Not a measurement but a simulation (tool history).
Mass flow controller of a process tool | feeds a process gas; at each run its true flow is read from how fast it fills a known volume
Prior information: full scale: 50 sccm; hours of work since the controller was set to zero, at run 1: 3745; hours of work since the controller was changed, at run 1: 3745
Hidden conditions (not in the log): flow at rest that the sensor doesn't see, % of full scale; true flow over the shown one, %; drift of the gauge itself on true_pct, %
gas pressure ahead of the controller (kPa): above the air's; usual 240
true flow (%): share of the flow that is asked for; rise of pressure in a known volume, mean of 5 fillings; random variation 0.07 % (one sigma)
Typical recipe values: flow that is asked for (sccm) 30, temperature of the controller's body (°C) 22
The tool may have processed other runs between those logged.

| run | hour | flow that is asked for (sccm) | gas pressure ahead of the controller (kPa) | temperature of the controller's body (°C) | hours of work since the controller was set to zero | hours of work since the controller was changed | true flow (%) |
|---|---|---|---|---|---|---|---|
| 1 | 0 | 30 | 240 | 22 | 3745 | 3745 | 99.07 |
| 2 | 76.9 | 30 | 240 | 22 | 3790 | 3790 | 99.32 |
| 3 | 240.1 | 30 | 240 | 22 | 3886 | 3886 | 99.22 |
| 4 | 407.3 | 30 | 240 | 22 | 3984 | 3984 | 99.01 |
| 5 | 564.4 | 30 | 240 | 22 | 4076 | 4076 | 99.16 |
| 6 | 736.6 | 21 | 240 | 22 | 4178 | 4178 | 98.76 |
| 7 | 892.1 | 30 | 142 | 22 | 4269 | 4269 | 99.86 |
| 8 | 967.1 | 30 | 142 | 22 | 4313 | 4313 | 99.82 |
| 9 | 1106.1 | 30 | 142 | 22 | 4395 | 4395 | 99.83 |
| 10 | 1211.6 | 30 | 142 | 22 | 4457 | 4457 | 99.95 |
| 11 | 1283.5 | 30 | 142 | 22 | 4499 | 4499 | 99.9 |
| 12 | 1425.6 | 30 | 142 | 22 | 4583 | 4583 | 99.83 |
| 13 | 1592.3 | 30 | 142 | 22 | 4681 | 4681 | 99.87 |
| 14 | 1757.2 | 30 | 240 | 29 | 4778 | 4778 | 98.4 |
| 15 | 1885.8 | 30 | 150 | 22 | 4853 | 4853 | 99.85 |
| 16 | 1955.8 | 30 | 150 | 22 | 4894 | 4894 | 99.77 |
| 17 | 2035.2 | 6 | 240 | 22 | 4941 | 4941 | 98.13 |
| 18 | 2135.5 | 30 | 150 | 22 | 5000 | 5000 | 99.74 |
| 19 | 2220.5 | 30 | 150 | 22 | 5050 | 5050 | 99.77 |
| 20 | 2344.6 | 30 | 150 | 22 | 5123 | 5123 | 99.75 |
| 21 | 2441.4 | 30 | 205 | 24 | 5180 | 5180 | 99.23 |
| 22 | 2531.4 | 30 | 205 | 24 | 5233 | 5233 | 99.19 |
| 23 | 2613.3 | 43 | 205 | 24 | 5281 | 5281 | 99.87 |
| 24 | 2754.7 | 43 | 205 | 24 | 5364 | 5364 | 99.7 |
| 25 | 2825.3 | 25 | 205 | 24 | 5406 | 5406 | 98.86 |
| 26 | 2929.5 | 23 | 261 | 38 | 5467 | 5467 | 96.7 |
| 27 | 3070.2 | 23 | 261 | 38 | 5550 | 5550 | 96.87 |
| 28 | 3187.8 | 6 | 148 | 27 | 5619 | 5619 | 98.34 |
| 29 | 3346.8 | 34 | 151 | 31 | 5712 | 5712 | 98.89 |
| 30 | 3419.2 | 14 | 185 | 22 | 5755 | 5755 | 98.77 |
| 31 | 3558.8 | 21 | 141 | 26 | 5837 | 5837 | 99 |
| 32 | 3678.6 | 8 | 141 | 26 | 5907 | 5907 | 98.53 |
| 33 | 3793.6 | 20 | 159 | 22 | 5975 | 5975 | 99.25 |
| 34 | 3963.7 | 20 | 159 | 22 | 6075 | 6075 | 99.33 |
| 35 | 4054.7 | 20 | 159 | 22 | 6128 | 6128 | 99.41 |
| 36 | 4165.8 | 6 | 159 | 22 | 6194 | 6194 | 98.61 |

What will run 37 give?
| 37 | 4238.8 | 6 | 159 | 22 | 6237 | 6237 | ? |

{"run 37": {"true flow (%)": 98.69}}
With no hidden state in the tool, this same run would have given true flow (%) 98.67.
